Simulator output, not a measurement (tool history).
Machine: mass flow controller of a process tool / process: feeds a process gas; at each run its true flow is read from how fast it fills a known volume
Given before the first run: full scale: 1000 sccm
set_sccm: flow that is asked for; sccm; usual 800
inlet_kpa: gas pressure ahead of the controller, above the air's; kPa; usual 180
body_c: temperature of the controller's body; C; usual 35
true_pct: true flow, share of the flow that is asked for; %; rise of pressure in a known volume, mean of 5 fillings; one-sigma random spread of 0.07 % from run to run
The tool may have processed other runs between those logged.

run,hour,set_sccm,inlet_kpa,body_c,true_pct
1,0.0,800,180,35,98.85
2,168.8,244,180,35,97.67
3,481.0,800,180,35,98.77
4,643.3,800,180,21,99.91
5,936.2,800,180,35,99.01
6,1267.7,800,180,35,98.99
7,1552.3,800,180,35,98.96
8,1843.9,800,180,35,99.01
9,2118.4,800,180,35,99.04
10,2409.0,800,180,35,99.11
11,2736.6,800,180,35,99.11
12,2924.8,227,197,35,97.87
13,3235.6,402,211,39,98.04
14,3580.6,402,211,39,98.15
15,3870.9,800,156,21,100.60
16,4135.4,800,156,21,100.30
17,4359.1,800,254,35,99.32
18,4641.1,800,254,28,99.87
# hour 4701.6: controller's zero set anew
19,4954.9,800,194,38,98.99
20,5214.4,169,193,35,97.94

Alternative continuations, all from the tool just after run 20; predict every row:
A,5411.5,800,180,37,?
B,5411.5,169,182,35,?
C,5411.5,447,180,25,?
D,5411.5,958,180,29,?

run,true_pct
A,99.17
B,98.03
C,99.46
D,100.12
What these runs would have given with no unlogged condition in the tool:
run,true_pct
A,98.56
B,97.43
C,98.85
D,99.50

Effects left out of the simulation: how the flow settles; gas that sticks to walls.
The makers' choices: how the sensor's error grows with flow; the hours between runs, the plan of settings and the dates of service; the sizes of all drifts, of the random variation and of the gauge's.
